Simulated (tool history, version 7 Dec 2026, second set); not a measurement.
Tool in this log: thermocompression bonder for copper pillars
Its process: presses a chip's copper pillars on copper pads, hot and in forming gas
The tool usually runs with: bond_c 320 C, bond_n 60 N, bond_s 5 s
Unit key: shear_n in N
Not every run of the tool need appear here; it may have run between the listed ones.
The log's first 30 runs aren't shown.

run,hour,bond_c,bond_n,bond_s,shear_n
31,874.2,349,48,5,89.3
32,909.9,336,76,7,119.5
33,929.5,320,75,12,122.2
34,968.1,320,60,7,94.8
35,990.4,320,89,9,122.5
36,1018.1,320,89,9,122.3
37,1037.7,320,37,9,69.9
38,1068.7,300,60,5,70.9
39,1106.8,300,60,5,71.4

Consider 4 possible next runs. They are alternatives, not a sequence: every one starts from the tool as it was left by run 39. What does each give?
A,1136.6,320,44,5,?
B,1136.6,320,60,5,?
C,1136.6,320,79,5,?
D,1136.6,334,72,15,?

run,shear_n
A,64.7
B,84.4
C,101.7
D,125.5
With no hidden state in the tool, these same runs would have given:
run,shear_n
A,70.9
B,92.4
C,111.3
D,137.3
